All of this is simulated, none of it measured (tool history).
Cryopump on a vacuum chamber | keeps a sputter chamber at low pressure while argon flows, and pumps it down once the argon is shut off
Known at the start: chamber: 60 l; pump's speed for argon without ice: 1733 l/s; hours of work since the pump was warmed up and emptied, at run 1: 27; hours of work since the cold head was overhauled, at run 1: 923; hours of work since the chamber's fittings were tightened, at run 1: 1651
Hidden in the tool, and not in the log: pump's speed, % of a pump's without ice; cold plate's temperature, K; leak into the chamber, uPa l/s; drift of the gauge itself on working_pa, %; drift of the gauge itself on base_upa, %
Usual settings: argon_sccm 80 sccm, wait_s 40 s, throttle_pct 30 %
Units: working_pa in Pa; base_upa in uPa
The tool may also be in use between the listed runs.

run	day	argon_sccm	wait_s	throttle_pct	hours of work since the pump was warmed up and emptied	hours of work since the cold head was overhauled	hours of work since the chamber's fittings were tightened	working_pa	base_upa
1	0	80	40	30	27	923	1651	0.2606	1.43
2	1.262	80	40	30	54	950	1678	0.2637	1.43
3	2.7	80	40	30	84	981	1708	0.2632	1.45
4	3.925	36	40	30	111	1007	1735	0.119	1.45
5	4.9	36	40	30	131	1028	1755	0.1196	1.48
6	6.167	36	40	30	158	1055	1782	0.1193	1.48
7	7.446	80	72	30	186	1082	1810	0.2661	1.01
8	8.225	80	40	30	202	1098	1826	0.2665	1.5
9	9.804	80	100	30	236	1132	1860	0.2673	0.83
10	11.05	80	100	30	263	1159	1887	0.2708	0.85
11	11.871	80	100	30	280	1176	1904	0.2699	0.87
12	12.812	80	100	30	300	1196	1924	0.2708	0.9
13	14.329	80	72	30	333	1229	1957	0.2724	1.02
14	15.812	80	72	30	364	1260	1988	0.2735	1.04
15	16.758	80	72	30	384	1281	2008	0.2743	1.09
16	17.554	80	72	30	401	1298	2025	0.2761	1.09
17	18.65	32	72	20	425	1321	2049	0.162	1.09
18	19.725	105	40	33	448	1344	2072	0.3325	1.62
19	21.346	105	40	33	482	1379	2106	0.3345	1.57
20	23.033	60	20	35	518	1415	2142	0.1814	2.69
21	23.842	51	40	47	536	1432	2160	0.1201	1.62
22	25.417	51	40	47	569	1465	2193	0.1211	1.62
# day 26.121: leaking fittings of the chamber tightened, without venting
23	26.546	149	25	34	592	1488	9	0.4727	2.01
24	28.242	80	40	26	628	1524	45	0.3289	1.32
25	29.771	80	40	26	660	1557	78	0.328	1.35
26	30.629	80	40	26	679	1575	96	0.3303	1.32
27	32.279	52	147	30	714	1610	131	0.1889	0.59
28	33.467	93	153	30	739	1636	157	0.3403	0.58
29	34.938	39	44	33	771	1667	188	0.133	1.28

Forecast each of these 5 alternatives for the next run:
A	36.096	59	74	40	795	1692	213	?	?
B	36.096	153	44	19	795	1692	213	?	?
C	36.096	33	30	18	795	1692	213	?	?
D	36.096	73	133	33	795	1692	213	?	?
E	36.096	39	242	27	795	1692	213	?	?

run	working_pa	base_upa
A	0.1709	0.9
B	0.8537	1.34
C	0.1941	1.78
D	0.248	0.64
E	0.1594	0.49
Without the tool's hidden state the same runs would have given:
run	working_pa	base_upa
A	0.1443	0.75
B	0.7848	1.18
C	0.1791	1.63
D	0.2151	0.49
E	0.1418	0.34

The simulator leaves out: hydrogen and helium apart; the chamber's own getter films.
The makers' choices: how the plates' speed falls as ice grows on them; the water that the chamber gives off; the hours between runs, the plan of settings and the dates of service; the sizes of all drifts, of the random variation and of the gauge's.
